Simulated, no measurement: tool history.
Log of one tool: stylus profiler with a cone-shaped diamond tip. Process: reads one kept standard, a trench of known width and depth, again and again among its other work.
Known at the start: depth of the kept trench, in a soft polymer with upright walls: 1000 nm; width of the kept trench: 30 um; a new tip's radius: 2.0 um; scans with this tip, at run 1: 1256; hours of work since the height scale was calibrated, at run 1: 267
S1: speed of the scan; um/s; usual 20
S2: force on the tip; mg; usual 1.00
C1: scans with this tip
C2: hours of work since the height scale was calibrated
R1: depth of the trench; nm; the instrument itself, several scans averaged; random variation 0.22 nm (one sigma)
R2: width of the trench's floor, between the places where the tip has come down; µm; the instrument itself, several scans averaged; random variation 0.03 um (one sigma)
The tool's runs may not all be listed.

run,hour,S1,S2,C1,C2,R1,R2
1,0.0,20,1.00,1256,267,1003.78,26.42
2,39.5,20,1.00,1358,288,1004.34,26.39
3,74.5,5,1.00,1448,308,1003.90,26.55
4,109.3,20,0.89,1537,327,1003.69,26.45
5,144.0,20,0.89,1627,346,1003.21,26.45
6,183.0,20,0.66,1727,367,1003.26,26.39
7,241.1,26,1.00,1877,399,1003.89,26.44
8,306.3,26,1.00,2045,434,1004.07,26.46
9,372.3,26,1.00,2215,470,1003.51,26.38
10,443.6,26,1.00,2399,509,1003.44,26.40
11,484.1,20,1.00,2503,532,1004.12,26.41
12,560.6,20,1.00,2700,574,1004.09,26.42
13,599.2,20,1.00,2800,595,1004.36,26.45
14,641.0,20,1.00,2907,618,1003.74,26.42
15,717.5,20,1.00,3104,659,1004.09,26.39
16,781.6,9,1.00,3269,694,1003.95,26.54
17,823.4,9,1.00,3377,717,1003.72,26.53
18,866.7,9,1.00,3489,741,1004.05,26.44
19,906.4,9,1.00,3591,763,1004.29,26.39
20,968.9,9,1.00,3752,797,1004.06,26.54
21,1018.2,9,1.00,3879,824,1004.19,26.47
22,1091.3,6,2.18,4067,864,1006.80,26.51
23,1144.6,18,2.06,4204,893,1006.49,26.44
24,1216.5,18,2.06,4390,932,1006.50,26.49
25,1288.0,29,0.58,4574,972,1003.09,26.33
26,1358.2,29,0.58,4755,1010,1002.39,26.36

Forecast run 27:
27,1431.7,61,0.58,4944,1050,?,?

Run 27 gave R1 1002.94 nm, R2 26.12 µm.
Without the tool's hidden state the same run would have given R1 1002.86 nm, R2 26.13 µm.
